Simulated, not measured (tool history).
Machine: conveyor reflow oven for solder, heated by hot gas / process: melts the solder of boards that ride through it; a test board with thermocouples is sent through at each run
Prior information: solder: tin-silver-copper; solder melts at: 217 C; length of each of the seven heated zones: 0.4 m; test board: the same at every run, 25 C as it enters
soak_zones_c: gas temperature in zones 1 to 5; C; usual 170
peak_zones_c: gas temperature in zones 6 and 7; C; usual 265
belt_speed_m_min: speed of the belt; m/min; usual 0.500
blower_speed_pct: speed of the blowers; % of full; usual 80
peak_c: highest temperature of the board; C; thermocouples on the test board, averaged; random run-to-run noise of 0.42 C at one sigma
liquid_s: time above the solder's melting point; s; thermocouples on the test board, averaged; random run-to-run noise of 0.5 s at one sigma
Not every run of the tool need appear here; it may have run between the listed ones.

{"run": 1, "day": 0.0, "soak_zones_c": 170, "peak_zones_c": 265, "belt_speed_m_min": 0.5, "blower_speed_pct": 80, "peak_c": 255.3, "liquid_s": 74.2}
{"run": 2, "day": 2.996, "soak_zones_c": 170, "peak_zones_c": 265, "belt_speed_m_min": 0.5, "blower_speed_pct": 80, "peak_c": 254.1, "liquid_s": 73.6}
{"run": 3, "day": 6.279, "soak_zones_c": 170, "peak_zones_c": 265, "belt_speed_m_min": 0.5, "blower_speed_pct": 80, "peak_c": 253.5, "liquid_s": 73.8}
{"run": 4, "day": 8.733, "soak_zones_c": 170, "peak_zones_c": 265, "belt_speed_m_min": 0.5, "blower_speed_pct": 80, "peak_c": 254.6, "liquid_s": 72.9}
{"run": 5, "day": 11.8, "soak_zones_c": 170, "peak_zones_c": 265, "belt_speed_m_min": 0.5, "blower_speed_pct": 80, "peak_c": 253.7, "liquid_s": 73.8}
{"run": 6, "day": 15.312, "soak_zones_c": 170, "peak_zones_c": 278, "belt_speed_m_min": 0.5, "blower_speed_pct": 80, "peak_c": 266.1, "liquid_s": 81.6}
{"day": 17.217, "done": "thermocouples of zones 6 and 7 changed"}
{"run": 7, "day": 17.217, "soak_zones_c": 170, "peak_zones_c": 278, "belt_speed_m_min": 0.5, "blower_speed_pct": 80, "peak_c": 264.0, "liquid_s": 79.1}
{"run": 8, "day": 19.962, "soak_zones_c": 170, "peak_zones_c": 278, "belt_speed_m_min": 0.5, "blower_speed_pct": 80, "peak_c": 263.8, "liquid_s": 79.5}
{"day": 20.396, "done": "flux residue cleaned out of gas plates and filters"}
{"run": 9, "day": 22.804, "soak_zones_c": 170, "peak_zones_c": 268, "belt_speed_m_min": 0.5, "blower_speed_pct": 80, "peak_c": 257.0, "liquid_s": 76.4}
{"run": 10, "day": 25.25, "soak_zones_c": 170, "peak_zones_c": 268, "belt_speed_m_min": 0.5, "blower_speed_pct": 80, "peak_c": 257.6, "liquid_s": 76.9}
{"run": 11, "day": 28.938, "soak_zones_c": 170, "peak_zones_c": 268, "belt_speed_m_min": 0.5, "blower_speed_pct": 80, "peak_c": 256.6, "liquid_s": 76.5}
{"run": 12, "day": 31.196, "soak_zones_c": 170, "peak_zones_c": 269, "belt_speed_m_min": 0.5, "blower_speed_pct": 80, "peak_c": 257.5, "liquid_s": 76.1}
{"run": 13, "day": 32.992, "soak_zones_c": 170, "peak_zones_c": 269, "belt_speed_m_min": 0.5, "blower_speed_pct": 80, "peak_c": 258.0, "liquid_s": 76.1}
{"run": 14, "day": 36.271, "soak_zones_c": 170, "peak_zones_c": 265, "belt_speed_m_min": 0.5, "blower_speed_pct": 80, "peak_c": 253.3, "liquid_s": 73.2}
{"run": 15, "day": 39.979, "soak_zones_c": 170, "peak_zones_c": 265, "belt_speed_m_min": 0.5, "blower_speed_pct": 80, "peak_c": 253.6, "liquid_s": 73.5}
{"run": 16, "day": 42.958, "soak_zones_c": 170, "peak_zones_c": 265, "belt_speed_m_min": 0.5, "blower_speed_pct": 80, "peak_c": 252.8, "liquid_s": 72.1}
{"run": 17, "day": 44.842, "soak_zones_c": 170, "peak_zones_c": 265, "belt_speed_m_min": 0.486, "blower_speed_pct": 80, "peak_c": 254.4, "liquid_s": 76.6}
{"run": 18, "day": 48.004, "soak_zones_c": 170, "peak_zones_c": 265, "belt_speed_m_min": 0.573, "blower_speed_pct": 86, "peak_c": 248.9, "liquid_s": 59.5}
{"day": 48.846, "done": "flux residue cleaned out of gas plates and filters"}
{"run": 19, "day": 51.838, "soak_zones_c": 180, "peak_zones_c": 265, "belt_speed_m_min": 0.46, "blower_speed_pct": 80, "peak_c": 260.0, "liquid_s": 90.7}
{"run": 20, "day": 54.979, "soak_zones_c": 180, "peak_zones_c": 265, "belt_speed_m_min": 0.46, "blower_speed_pct": 53, "peak_c": 256.1, "liquid_s": 86.0}
{"run": 21, "day": 56.612, "soak_zones_c": 180, "peak_zones_c": 265, "belt_speed_m_min": 0.46, "blower_speed_pct": 53, "peak_c": 255.2, "liquid_s": 87.0}
{"run": 22, "day": 58.912, "soak_zones_c": 180, "peak_zones_c": 265, "belt_speed_m_min": 0.46, "blower_speed_pct": 53, "peak_c": 255.3, "liquid_s": 87.4}
{"run": 23, "day": 62.004, "soak_zones_c": 170, "peak_zones_c": 265, "belt_speed_m_min": 0.5, "blower_speed_pct": 69, "peak_c": 254.2, "liquid_s": 73.5}
{"run": 24, "day": 65.279, "soak_zones_c": 179, "peak_zones_c": 265, "belt_speed_m_min": 0.578, "blower_speed_pct": 69, "peak_c": 250.2, "liquid_s": 63.7}
{"run": 25, "day": 68.996, "soak_zones_c": 161, "peak_zones_c": 265, "belt_speed_m_min": 0.419, "blower_speed_pct": 80, "peak_c": 258.7, "liquid_s": 90.5}
{"day": 70.775, "done": "thermocouples of zones 6 and 7 changed"}
{"run": 26, "day": 71.583, "soak_zones_c": 161, "peak_zones_c": 265, "belt_speed_m_min": 0.419, "blower_speed_pct": 80, "peak_c": 255.0, "liquid_s": 88.1}
{"run": 27, "day": 73.75, "soak_zones_c": 160, "peak_zones_c": 255, "belt_speed_m_min": 0.419, "blower_speed_pct": 80, "peak_c": 246.1, "liquid_s": 78.7}
{"run": 28, "day": 76.812, "soak_zones_c": 170, "peak_zones_c": 265, "belt_speed_m_min": 0.499, "blower_speed_pct": 80, "peak_c": 250.6, "liquid_s": 71.9}
{"day": 77.488, "done": "flux residue cleaned out of gas plates and filters"}
{"run": 29, "day": 80.554, "soak_zones_c": 157, "peak_zones_c": 275, "belt_speed_m_min": 0.545, "blower_speed_pct": 77, "peak_c": 260.0, "liquid_s": 68.0}

Below, some changes in peak_c between adjacent runs. For each, the amount present without the hidden state too (settings, incoming material, random variation) and the amount remaining for the hidden state with gauge scatter not shared by both compared results:
The tool's hidden condition here consists of: heat that the gas passes to the board, % of a clean oven's; belt's true speed, % of the reading; true gas temperature in zones 6 and 7 over the reading, C; drift of the gauge itself on peak_c, C; drift of the gauge itself on liquid_s, %.
Run 5 -> 6: peak_zones_c 265 -> 278. peak_c +12.4 C: hidden state -0.4, all else +12.8.
Run 18 -> 19: soak_zones_c 170 -> 180, belt_speed_m_min 0.573 -> 0.460, blower_speed_pct 86 -> 80, flux residue cleaned out of gas plates and filters. peak_c +11.1 C: hidden state +4.1, all else +7.0.
Run 25 -> 26: thermocouples of zones 6 and 7 changed. peak_c -3.7 C: hidden state -3.8, all else +0.1.

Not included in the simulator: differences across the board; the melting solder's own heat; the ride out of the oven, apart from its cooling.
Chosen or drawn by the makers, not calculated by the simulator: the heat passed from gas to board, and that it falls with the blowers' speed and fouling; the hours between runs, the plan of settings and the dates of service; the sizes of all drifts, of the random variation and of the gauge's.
